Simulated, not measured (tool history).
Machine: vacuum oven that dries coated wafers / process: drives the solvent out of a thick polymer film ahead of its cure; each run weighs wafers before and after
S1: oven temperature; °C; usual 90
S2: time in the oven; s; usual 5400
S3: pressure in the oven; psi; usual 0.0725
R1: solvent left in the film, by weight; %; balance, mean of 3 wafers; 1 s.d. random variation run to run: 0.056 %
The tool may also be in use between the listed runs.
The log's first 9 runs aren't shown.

Run 10, hour 198.3: usual settings. Result: R1 2.57 %.
Run 11, hour 222.3: usual settings but S1 92 °C. Result: R1 2.20 %.
Run 12, hour 240.2: usual settings. Result: R1 2.62 %.
Run 13, hour 253.9: usual settings. Result: R1 2.53 %.
Run 14, hour 281.0: usual settings. Result: R1 2.59 %.
Run 15, hour 306.6: usual settings. Result: R1 2.56 %.
Run 16, hour 318.7: usual settings. Result: R1 2.52 %.
Run 17, hour 335.0: usual settings but S2 3120 s. Result: R1 4.42 %.
Run 18, hour 353.6: usual settings but S2 3120 s. Result: R1 4.45 %.
Run 19, hour 369.6: usual settings. Result: R1 2.53 %.
Run 20, hour 399.5: usual settings. Result: R1 2.49 %.
Run 21, hour 412.4: usual settings but S1 76 °C, S2 6600 s, S3 0.0640 psi. Result: R1 4.17 %.
Run 22, hour 427.6: usual settings but S1 88 °C, S3 0.0847 psi. Result: R1 2.85 %.
Run 23, hour 444.1: usual settings but S1 76 °C, S3 0.0837 psi. Result: R1 5.06 %.
Run 24, hour 470.9: usual settings but S2 4380 s, S3 0.1147 psi. Result: R1 3.48 %.
Run 25, hour 488.0: usual settings but S2 4380 s, S3 0.1147 psi. Result: R1 3.37 %.

Run 26 is up next; what results do you expect?
Run 26, hour 516.3: usual settings but S2 4380 s, S3 0.1147 psi. Result: R1 ?.

R1: 3.45 %
The same run, on a tool lacking any hidden state, would have yielded R1 3.44 %.
